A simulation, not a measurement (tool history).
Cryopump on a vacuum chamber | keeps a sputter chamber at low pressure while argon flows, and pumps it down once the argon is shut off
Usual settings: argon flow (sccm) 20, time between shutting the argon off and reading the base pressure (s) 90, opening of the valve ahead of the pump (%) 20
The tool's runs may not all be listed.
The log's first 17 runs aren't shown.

run,hour,argon flow (sccm),time between shutting the argon off and reading the base pressure (s),opening of the valve ahead of the pump (%),pressure while argon flows (Pa),pressure after the wait (uPa)
18,391.7,11,31,17,0.0552,1.58
19,413.1,11,120,56,0.0177,0.89
20,442.0,18,38,53,0.0300,1.43
21,468.8,26,204,20,0.1117,0.87
22,503.7,26,204,20,0.1110,0.79
23,520.4,26,204,20,0.1115,0.83
24,543.6,20,49,20,0.0853,1.34
25,572.7,13,269,20,0.0557,0.78
26,594.2,35,90,21,0.1429,1.04
27,622.1,9,193,35,0.0225,0.85
28,656.9,20,196,29,0.0606,0.89
29,688.5,20,157,51,0.0344,0.89
30,710.5,35,90,28,0.1086,1.08
31,746.1,20,157,55,0.0318,0.92
32,781.6,20,225,55,0.0326,0.89

3 ways to go on from here, each from the tool as it stands after run 32. What would each give?
A,816.8,26,225,17,?,?
B,816.8,29,80,25,?,?
C,816.8,20,95,20,?,?

run,pressure while argon flows (Pa),pressure after the wait (uPa)
A,0.1315,0.93
B,0.1005,1.19
C,0.0862,1.08
Without the tool's hidden state the same runs would have given:
run,pressure while argon flows (Pa),pressure after the wait (uPa)
A,0.1288,0.29
B,0.0975,0.55
C,0.0841,0.46
